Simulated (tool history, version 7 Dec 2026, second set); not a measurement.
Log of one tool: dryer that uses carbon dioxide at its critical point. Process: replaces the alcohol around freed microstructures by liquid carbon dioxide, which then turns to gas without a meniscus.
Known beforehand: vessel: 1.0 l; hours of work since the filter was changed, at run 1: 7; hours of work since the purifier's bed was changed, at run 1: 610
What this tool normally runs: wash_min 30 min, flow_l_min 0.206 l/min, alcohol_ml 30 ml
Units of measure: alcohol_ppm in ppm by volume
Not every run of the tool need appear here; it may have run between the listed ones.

run	hour	wash_min	flow_l_min	alcohol_ml	hours of work since the filter was changed	hours of work since the purifier's bed was changed	alcohol_ppm
1	0	30	0.206	30	7	610	208
2	35.2	30	0.206	30	32	635	210
3	83.5	30	0.206	47	67	669	322
4	138.3	30	0.335	30	106	709	68
5	181.8	30	0.206	37	137	740	282
6	219.6	30	0.206	30	164	767	245
7	263.8	30	0.206	30	196	798	269
8	290.1	30	0.206	30	215	817	262
9	338.6	30	0.206	30	250	852	280
10	398.4	30	0.206	64	293	895	546
11	433.6	30	0.206	64	318	920	578
12	494.5	30	0.206	64	361	964	610
13	540.5	28	0.146	30	394	997	1383
# hour 567.5: inlet filter changed
14	589.6	39	0.146	42	16	1031	417
15	615	31	0.208	65	34	1049	348
16	650.4	42	0.208	38	59	1075	125
# hour 661.2: purifier's bed changed
17	696.9	20	0.126	96	91	26	11667
18	722.7	41	0.206	45	109	44	44
19	767.8	41	0.206	45	141	76	44
20	805.7	41	0.206	45	168	103	45
21	855.3	41	0.206	45	204	139	67

Consider 3 possible next runs. They are alternatives, not a sequence: every one starts from the tool as it was left by run 21. What does each give?
A	895.5	20	0.149	31	233	168	?
B	895.5	30	0.339	41	233	168	?
C	895.5	26	0.215	25	233	168	?

run	alcohol_ppm
A	2856
B	36
C	282
With no hidden state in the tool, these same runs would have given:
run	alcohol_ppm
A	2430
B	17
C	201
